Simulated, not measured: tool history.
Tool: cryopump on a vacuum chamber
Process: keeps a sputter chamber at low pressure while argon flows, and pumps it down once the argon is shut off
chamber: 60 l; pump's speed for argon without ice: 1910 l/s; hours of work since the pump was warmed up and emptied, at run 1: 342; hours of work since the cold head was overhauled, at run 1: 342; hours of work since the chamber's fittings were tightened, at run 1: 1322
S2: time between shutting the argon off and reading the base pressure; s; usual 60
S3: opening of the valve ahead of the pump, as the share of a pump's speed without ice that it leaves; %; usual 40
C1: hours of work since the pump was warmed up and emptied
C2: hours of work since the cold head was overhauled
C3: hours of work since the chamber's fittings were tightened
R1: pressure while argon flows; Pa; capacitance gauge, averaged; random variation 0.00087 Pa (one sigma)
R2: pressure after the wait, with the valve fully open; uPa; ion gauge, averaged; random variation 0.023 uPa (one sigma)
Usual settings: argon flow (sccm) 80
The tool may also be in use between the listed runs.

Run 1, hour 0.0: usual settings; C1 342; C2 342; C3 1322. Result: R1 0.1885 Pa, R2 1.32 uPa.
Run 2, hour 21.9: usual settings but argon flow (sccm) 51; C1 358; C2 358; C3 1337. Result: R1 0.1222 Pa, R2 1.33 uPa.
Run 3, hour 44.4: usual settings but argon flow (sccm) 51; C1 374; C2 374; C3 1354. Result: R1 0.1206 Pa, R2 1.34 uPa.
Run 4, hour 68.0: usual settings but argon flow (sccm) 51; C1 391; C2 391; C3 1371. Result: R1 0.1228 Pa, R2 1.34 uPa.
Run 5, hour 92.6: usual settings but argon flow (sccm) 51; C1 409; C2 409; C3 1389. Result: R1 0.1225 Pa, R2 1.40 uPa.
Run 6, hour 128.5: usual settings but argon flow (sccm) 51, S3 20 %; C1 435; C2 435; C3 1414. Result: R1 0.2377 Pa, R2 1.33 uPa.
Run 7, hour 157.9: usual settings but argon flow (sccm) 51, S3 20 %; C1 456; C2 456; C3 1436. Result: R1 0.2376 Pa, R2 1.41 uPa.
Run 8, hour 184.3: usual settings but argon flow (sccm) 51, S3 20 %; C1 476; C2 476; C3 1455. Result: R1 0.2370 Pa, R2 1.42 uPa.
Run 9, hour 233.4: usual settings but argon flow (sccm) 51, S3 20 %; C1 511; C2 511; C3 1490. Result: R1 0.2369 Pa, R2 1.46 uPa.
Run 10, hour 261.9: usual settings; C1 532; C2 532; C3 1511. Result: R1 0.1960 Pa, R2 1.44 uPa.
Run 11, hour 300.2: usual settings but S2 142 s; C1 559; C2 559; C3 1539. Result: R1 0.1988 Pa, R2 1.22 uPa.
Run 12, hour 349.1: usual settings but S3 55 %; C1 595; C2 595; C3 1574. Result: R1 0.1512 Pa, R2 1.54 uPa.
Run 13, hour 383.0: usual settings; C1 619; C2 619; C3 1599. Result: R1 0.2019 Pa, R2 1.57 uPa.
Run 14, hour 411.3: usual settings; C1 640; C2 640; C3 1619. Result: R1 0.2039 Pa, R2 1.60 uPa.
Run 15, hour 440.4: usual settings but argon flow (sccm) 95, S2 156 s, S3 27 %; C1 661; C2 661; C3 1640. Result: R1 0.3440 Pa, R2 1.23 uPa.
Run 16, hour 486.3: usual settings but argon flow (sccm) 95, S2 156 s, S3 27 %; C1 694; C2 694; C3 1673. Result: R1 0.3454 Pa, R2 1.28 uPa.
At hour 521.1: pump warmed up, emptied and cooled again.
Run 17, hour 530.5: usual settings but S2 105 s, S3 34 %; C1 7; C2 722; C3 1702. Result: R1 0.2087 Pa, R2 1.13 uPa.
Run 18, hour 580.4: usual settings but S2 62 s, S3 38 %; C1 43; C2 758; C3 1738. Result: R1 0.1888 Pa, R2 1.35 uPa.
Run 19, hour 627.0: usual settings but argon flow (sccm) 68, S2 120 s, S3 59 %; C1 77; C2 792; C3 1771. Result: R1 0.1046 Pa, R2 1.14 uPa.
Run 20, hour 674.7: usual settings but argon flow (sccm) 68, S2 160 s, S3 41 %; C1 111; C2 827; C3 1806. Result: R1 0.1510 Pa, R2 1.12 uPa.
Run 21, hour 723.3: usual settings but argon flow (sccm) 64, S2 160 s, S3 41 %; C1 146; C2 862; C3 1841. Result: R1 0.1422 Pa, R2 1.07 uPa.
Run 22, hour 747.9: usual settings but argon flow (sccm) 151, S2 95 s, S3 25 %; C1 164; C2 880; C3 1859. Result: R1 0.5483 Pa, R2 1.30 uPa.
Run 23, hour 797.0: usual settings but argon flow (sccm) 138, S2 166 s, S3 17 %; C1 200; C2 915; C3 1894. Result: R1 0.7331 Pa, R2 1.16 uPa.
Run 24, hour 820.0: usual settings but argon flow (sccm) 142, S3 18 %; C1 216; C2 932; C3 1911. Result: R1 0.7121 Pa, R2 1.54 uPa.
Run 25, hour 844.4: usual settings but argon flow (sccm) 123, S3 18 %; C1 234; C2 949; C3 1929. Result: R1 0.6210 Pa, R2 1.50 uPa.
Run 26, hour 872.5: usual settings but argon flow (sccm) 42, S2 77 s; C1 254; C2 970; C3 1949. Result: R1 0.0972 Pa, R2 1.38 uPa.
Run 27, hour 920.5: usual settings but S3 43 %; C1 289; C2 1004; C3 1984. Result: R1 0.1758 Pa, R2 1.56 uPa.
Run 28, hour 964.2: usual settings but argon flow (sccm) 48, S3 21 %; C1 321; C2 1036; C3 2015. Result: R1 0.2106 Pa, R2 1.62 uPa.

Some steps in R1 between neighbouring runs. How much of each would the tool show without its hidden state too (settings, what came in, random variation), and how much is left for the hidden state, with any gauge scatter that isn't in both results?
The hidden state here: pump's speed, % of a pump's without ice; cold plate's temperature, K; leak into the chamber, uPa l/s; drift of the gauge itself on working_pa, %; drift of the gauge itself on base_upa, %.
Run 16 -> 17: argon flow (sccm) 95 -> 80, S2 156 -> 105, S3 27 -> 34, pump warmed up, emptied and cooled again. R1 -0.1367 Pa: hidden state -0.0330, all else -0.1037.
Run 21 -> 22: argon flow (sccm) 64 -> 151, S2 160 -> 95, S3 41 -> 25. R1 +0.4061 Pa: hidden state +0.0076, all else +0.3985.
Run 25 -> 26: argon flow (sccm) 123 -> 42, S2 60 -> 77, S3 18 -> 40. R1 -0.5238 Pa: hidden state -0.0088, all else -0.5150.
